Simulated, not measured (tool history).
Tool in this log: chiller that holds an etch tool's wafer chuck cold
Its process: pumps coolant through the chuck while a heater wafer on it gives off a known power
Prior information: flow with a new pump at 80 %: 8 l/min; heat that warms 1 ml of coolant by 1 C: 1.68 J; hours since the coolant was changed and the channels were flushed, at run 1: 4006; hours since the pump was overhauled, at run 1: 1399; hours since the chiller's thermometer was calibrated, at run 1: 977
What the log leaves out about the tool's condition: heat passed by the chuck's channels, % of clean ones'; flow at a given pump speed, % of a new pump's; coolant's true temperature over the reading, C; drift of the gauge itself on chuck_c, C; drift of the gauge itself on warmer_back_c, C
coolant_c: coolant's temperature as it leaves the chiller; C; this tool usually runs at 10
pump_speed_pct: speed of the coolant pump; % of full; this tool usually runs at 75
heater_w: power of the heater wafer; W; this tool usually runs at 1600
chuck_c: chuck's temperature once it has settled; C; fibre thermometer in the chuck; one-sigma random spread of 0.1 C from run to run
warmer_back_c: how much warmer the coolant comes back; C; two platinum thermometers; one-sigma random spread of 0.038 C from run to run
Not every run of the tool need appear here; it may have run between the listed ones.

run	hour	coolant_c	pump_speed_pct	heater_w	hours since the coolant was changed and the channels were flushed	hours since the pump was overhauled	hours since the chiller's thermometer was calibrated	chuck_c	warmer_back_c
1	0	10	75	1600	4006	1399	977	31.5	7.57
2	21.6	10	75	1600	4028	1420	998	31.4	7.67
3	55	10	75	1600	4061	1454	1032	31.3	7.64
4	88.2	10	75	1600	4095	1487	1065	31.4	7.67
5	117.5	10	75	1600	4124	1516	1094	31.3	7.65
6	142.7	10	75	1600	4149	1541	1120	31.4	7.64
7	164.2	10	92	1600	4171	1563	1141	28.1	6.12
8	188.4	10	92	1600	4195	1587	1165	28.1	6.13
9	208.9	10	92	1600	4215	1607	1186	28.3	6.18
10	248.5	10	92	1600	4255	1647	1225	28	6.15
11	288.5	10	92	1600	4295	1687	1265	28.2	6.11
12	310.3	13	75	1600	4317	1709	1287	34.1	7.7
13	341.9	13	75	1600	4348	1740	1319	34.3	7.68
14	369.5	10	80	1132	4376	1768	1346	24.4	5.02
15	410.4	10	83	2063	4417	1809	1387	35.6	8.76
16	447.2	5	75	1106	4454	1846	1424	19.6	5.28
17	489.4	5	64	1106	4496	1888	1466	21.8	6.25
18	510	1	79	866	4516	1908	1487	12.2	3.85
19	545.6	1	79	866	4552	1944	1522	12.1	3.99
20	564.6	2	73	866	4571	1963	1541	14	4.27
21	585.6	7	68	1044	4592	1984	1562	22.1	5.55
22	610.6	1	75	1600	4617	2009	1587	22.4	7.59
23	640.3	15	65	1553	4647	2039	1617	38.2	8.72

Forecast each of these 3 alternatives for the next run:
A	668.6	17	88	1810	4675	2067	1645	?	?
B	668.6	3	64	1600	4675	2067	1645	?	?
C	668.6	1	62	936	4675	2067	1645	?	?

run	chuck_c	warmer_back_c
A	38.2	7.23
B	27.3	9.13
C	15.6	5.55
With the hidden condition removed and each run's random variation left untouched, the same runs would have given:
run	chuck_c	warmer_back_c
A	38.2	7.23
B	27.3	9.13
C	15.6	5.55

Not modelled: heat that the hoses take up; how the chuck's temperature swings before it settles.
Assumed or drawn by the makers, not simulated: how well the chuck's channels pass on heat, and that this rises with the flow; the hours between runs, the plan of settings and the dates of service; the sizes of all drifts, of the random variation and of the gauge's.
